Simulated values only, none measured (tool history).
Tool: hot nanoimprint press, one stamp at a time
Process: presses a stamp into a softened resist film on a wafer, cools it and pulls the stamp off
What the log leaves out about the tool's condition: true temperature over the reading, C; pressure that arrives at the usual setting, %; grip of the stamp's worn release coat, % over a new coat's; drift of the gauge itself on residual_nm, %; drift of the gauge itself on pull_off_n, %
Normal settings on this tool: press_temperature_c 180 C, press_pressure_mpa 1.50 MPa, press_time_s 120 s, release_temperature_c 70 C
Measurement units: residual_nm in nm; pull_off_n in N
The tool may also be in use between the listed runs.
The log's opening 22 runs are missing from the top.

run,hour,press_temperature_c,press_pressure_mpa,press_time_s,release_temperature_c,hours of work since the thermocouple was calibrated,imprints on the stamp's release coat,hours of work since the press's seals were changed,residual_nm,pull_off_n
23,154.7,180,1.50,68,70,12,674,224,162.4,123
24,164.0,184,1.50,123,70,17,698,229,108.3,122
25,169.2,184,1.50,123,70,19,711,231,108.4,123
26,178.8,180,1.08,120,65,24,736,236,152.4,132
27,184.0,180,1.08,120,65,26,749,238,151.1,134
28,188.9,191,1.08,120,73,29,762,241,94.3,116
29,199.2,191,1.08,120,73,34,788,246,93.2,116
30,207.9,191,1.08,159,76,38,810,250,84.6,112

Alternative continuations, all from the tool just after run 30; predict every row:
A,213.7,186,2.13,120,70,41,825,253,?,?
B,213.7,172,1.08,159,76,41,825,253,?,?
C,213.7,180,1.69,139,72,41,825,253,?,?
D,213.7,191,1.24,159,76,41,825,253,?,?

run,residual_nm,pull_off_n
A,84.4,125
B,193.7,110
C,116.6,122
D,78.2,110
Without the tool's unlogged condition, the same runs would have read:
run,residual_nm,pull_off_n
A,82.3,113
B,190.5,100
C,114.0,110
D,76.7,100
